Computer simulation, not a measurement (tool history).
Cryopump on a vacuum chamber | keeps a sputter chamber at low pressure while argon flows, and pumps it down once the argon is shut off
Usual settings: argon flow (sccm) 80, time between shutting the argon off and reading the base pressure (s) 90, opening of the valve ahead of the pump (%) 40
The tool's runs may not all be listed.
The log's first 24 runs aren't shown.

run	hour	argon flow (sccm)	time between shutting the argon off and reading the base pressure (s)	opening of the valve ahead of the pump (%)	pressure while argon flows (Pa)	pressure after the wait (uPa)
25	436.8	80	90	51	0.2857	2.67
26	460.4	45	90	40	0.2003	2.66
27	474.9	45	92	16	0.4772	2.64
28	491.6	82	191	45	0.3315	1.82
29	506.3	82	191	45	0.3332	1.83
30	522.4	60	135	24	0.4295	2.14
31	543.4	35	279	35	0.179	1.65
32	556.1	36	284	18	0.3401	1.67
33	581.4	35	38	18	0.3331	4.63

Forecast each of these 5 alternatives for the next run:
A	603	134	30	40	?	?
B	603	69	25	16	?	?
C	603	35	63	32	?	?
D	603	138	42	22	?	?
E	603	92	24	18	?	?

run	pressure while argon flows (Pa)	pressure after the wait (uPa)
A	0.6109	5.64
B	0.7337	6.36
C	0.1923	3.29
D	1.0778	4.37
E	0.8667	6.63
Without the tool's hidden state the same runs would have given:
run	pressure while argon flows (Pa)	pressure after the wait (uPa)
A	0.5463	4.69
B	0.7005	5.45
C	0.1757	2.36
D	1.0119	3.43
E	0.8228	5.7
